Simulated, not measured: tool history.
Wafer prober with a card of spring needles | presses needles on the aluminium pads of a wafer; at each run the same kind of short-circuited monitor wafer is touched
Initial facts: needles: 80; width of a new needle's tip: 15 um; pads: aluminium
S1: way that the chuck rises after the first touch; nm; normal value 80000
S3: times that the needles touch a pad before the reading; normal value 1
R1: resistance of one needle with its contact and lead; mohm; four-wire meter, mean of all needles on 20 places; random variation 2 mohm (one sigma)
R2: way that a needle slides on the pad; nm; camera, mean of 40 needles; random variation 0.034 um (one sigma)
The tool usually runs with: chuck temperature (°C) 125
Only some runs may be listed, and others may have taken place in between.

Run 1, hour 0: usual settings. Result: R1 212 mohm, R2 9510 nm.
At hour 7.6: tips cleaned on abrasive film.
At hour 17.2: tips cleaned on abrasive film.
At hour 26.7: tips cleaned on abrasive film.
At hour 34.3: tips cleaned on abrasive film.
At hour 43.8: tips cleaned on abrasive film.
At hour 53.3: tips cleaned on abrasive film.
At hour 61: tips cleaned on abrasive film.
At hour 70.5: tips cleaned on abrasive film.
Run 2, hour 70.9: usual settings but chuck temperature (°C) 38. Result: R1 198 mohm, R2 9340 nm.
At hour 78.6: tips cleaned on abrasive film.
At hour 86.2: tips cleaned on abrasive film.
At hour 93.8: tips cleaned on abrasive film.
At hour 101.5: tips cleaned on abrasive film.
At hour 111: tips cleaned on abrasive film.
At hour 118.6: tips cleaned on abrasive film.
At hour 126.3: tips cleaned on abrasive film.
Run 3, hour 130.9: usual settings but chuck temperature (°C) 38. Result: R1 214 mohm, R2 9310 nm.
At hour 134.7: tips cleaned on abrasive film.
At hour 144.3: tips cleaned on abrasive film.
At hour 151.9: tips cleaned on abrasive film.
At hour 161.4: tips cleaned on abrasive film.
Run 4, hour 165.3: usual settings. Result: R1 226 mohm, R2 9230 nm.
At hour 169.2: tips cleaned on abrasive film.
At hour 176.8: tips cleaned on abrasive film.
At hour 184.4: tips cleaned on abrasive film.
At hour 193.9: tips cleaned on abrasive film.
At hour 203.5: tips cleaned on abrasive film.
At hour 213: tips cleaned on abrasive film.
At hour 222.5: tips cleaned on abrasive film.
Run 5, hour 229.5: usual settings. Result: R1 235 mohm, R2 9180 nm.
At hour 231.5: tips cleaned on abrasive film.
At hour 239.2: tips cleaned on abrasive film.
At hour 246.8: tips cleaned on abrasive film.
At hour 256.3: tips cleaned on abrasive film.
At hour 265.8: tips cleaned on abrasive film.
At hour 271.6: tips cleaned on abrasive film, once more.
At hour 281.1: tips cleaned on abrasive film.
At hour 288.7: tips cleaned on abrasive film.
At hour 298.2: tips cleaned on abrasive film.
Run 6, hour 301.5: usual settings. Result: R1 226 mohm, R2 9120 nm.
At hour 307.2: tips cleaned on abrasive film.
At hour 314.8: tips cleaned on abrasive film.
At hour 324.4: tips cleaned on abrasive film.
At hour 332: tips cleaned on abrasive film.
At hour 341: tips cleaned on abrasive film.
Run 7, hour 341: usual settings. Result: R1 215 mohm, R2 9110 nm.
At hour 350.5: tips cleaned on abrasive film.
At hour 358.1: tips cleaned on abrasive film.
At hour 362.2: height of the first contact set anew.
At hour 367.9: tips cleaned on abrasive film.
At hour 375.6: tips cleaned on abrasive film.
At hour 385.1: tips cleaned on abrasive film.
Run 8, hour 390.7: usual settings but S1 97000 nm, chuck temperature (°C) 36. Result: R1 204 mohm, R2 11780 nm.
At hour 394.5: tips cleaned on abrasive film.
At hour 402.2: tips cleaned on abrasive film.
At hour 411.7: tips cleaned on abrasive film.
At hour 421.2: tips cleaned on abrasive film.
At hour 428.8: tips cleaned on abrasive film.
At hour 438.4: tips cleaned on abrasive film.
Run 9, hour 441.3: usual settings but S1 86000 nm, chuck temperature (°C) 36. Result: R1 201 mohm, R2 10450 nm.
At hour 447: tips cleaned on abrasive film.
At hour 456.5: tips cleaned on abrasive film.
At hour 466: tips cleaned on abrasive film.
At hour 475.6: tips cleaned on abrasive film.
Run 10, hour 482.8: usual settings but S3 2. Result: R1 224 mohm, R2 9640 nm.
At hour 484.8: tips cleaned on abrasive film.
At hour 492.4: tips cleaned on abrasive film.
At hour 501.9: tips cleaned on abrasive film.
At hour 511.4: tips cleaned on abrasive film.
At hour 520.9: tips cleaned on abrasive film.
At hour 528.6: tips cleaned on abrasive film.
At hour 538.1: tips cleaned on abrasive film.
Run 11, hour 543.1: usual settings but S3 2. Result: R1 225 mohm, R2 9600 nm.
At hour 546.9: tips cleaned on abrasive film.
At hour 554.6: tips cleaned on abrasive film.
At hour 564.1: tips cleaned on abrasive film.
At hour 571.7: tips cleaned on abrasive film.
At hour 581.2: tips cleaned on abrasive film.
At hour 588.9: tips cleaned on abrasive film.
Run 12, hour 596.3: usual settings but S1 71000 nm, chuck temperature (°C) 60, S3 2. Result: R1 221 mohm, R2 8420 nm.
At hour 598.3: tips cleaned on abrasive film.
At hour 607.8: tips cleaned on abrasive film.
At hour 617.4: tips cleaned on abrasive film.
At hour 626.9: tips cleaned on abrasive film.
At hour 634.5: tips cleaned on abrasive film.
At hour 642.1: tips cleaned on abrasive film.
At hour 651.7: tips cleaned on abrasive film.
At hour 659.3: tips cleaned on abrasive film.
At hour 666.9: tips cleaned on abrasive film.
Run 13, hour 670.4: usual settings but S1 71000 nm, chuck temperature (°C) 30, S3 3. Result: R1 205 mohm, R2 8420 nm.
At hour 676.2: tips cleaned on abrasive film.
At hour 685.7: tips cleaned on abrasive film.
At hour 693.3: tips cleaned on abrasive film.
At hour 702.8: tips cleaned on abrasive film.
At hour 710.5: tips cleaned on abrasive film.
Run 14, hour 714.9: usual settings but S1 71000 nm, chuck temperature (°C) 30. Result: R1 221 mohm, R2 8340 nm.

5 options for the next run, each taken on its own from the tool as it stands now. Forecast them:
At hour 718.8: tips cleaned on abrasive film.
At hour 728.3: tips cleaned on abrasive film.
At hour 737.8: tips cleaned on abrasive film.
At hour 745.4: tips cleaned on abrasive film.
Run A, hour 746.3: usual settings but S1 82000 nm, chuck temperature (°C) 64, S3 2. Result: R1 ?, R2 ?.
At hour 718.8: tips cleaned on abrasive film.
At hour 728.3: tips cleaned on abrasive film.
At hour 737.8: tips cleaned on abrasive film.
At hour 745.4: tips cleaned on abrasive film.
Run B, hour 746.3: usual settings but chuck temperature (°C) 80, S3 2. Result: R1 ?, R2 ?.
At hour 718.8: tips cleaned on abrasive film.
At hour 728.3: tips cleaned on abrasive film.
At hour 737.8: tips cleaned on abrasive film.
At hour 745.4: tips cleaned on abrasive film.
Run C, hour 746.3: usual settings but S1 71000 nm, chuck temperature (°C) 48. Result: R1 ?, R2 ?.
At hour 718.8: tips cleaned on abrasive film.
At hour 728.3: tips cleaned on abrasive film.
At hour 737.8: tips cleaned on abrasive film.
At hour 745.4: tips cleaned on abrasive film.
Run D, hour 746.3: usual settings but S1 86000 nm, chuck temperature (°C) 29. Result: R1 ?, R2 ?.
At hour 718.8: tips cleaned on abrasive film.
At hour 728.3: tips cleaned on abrasive film.
At hour 737.8: tips cleaned on abrasive film.
At hour 745.4: tips cleaned on abrasive film.
Run E, hour 746.3: usual settings but S1 68000 nm, chuck temperature (°C) 112. Result: R1 ?, R2 ?.

run   R1     R2
  A  204   9580
  B  204   9360
  C  205   8270
  D  195  10040
  E  220   7910
Stripped of hidden state, with their random variation kept, the same runs would have yielded:
run   R1     R2
  A  198   9980
  B  198   9760
  C  195   8680
  D  188  10450
  E  210   8320

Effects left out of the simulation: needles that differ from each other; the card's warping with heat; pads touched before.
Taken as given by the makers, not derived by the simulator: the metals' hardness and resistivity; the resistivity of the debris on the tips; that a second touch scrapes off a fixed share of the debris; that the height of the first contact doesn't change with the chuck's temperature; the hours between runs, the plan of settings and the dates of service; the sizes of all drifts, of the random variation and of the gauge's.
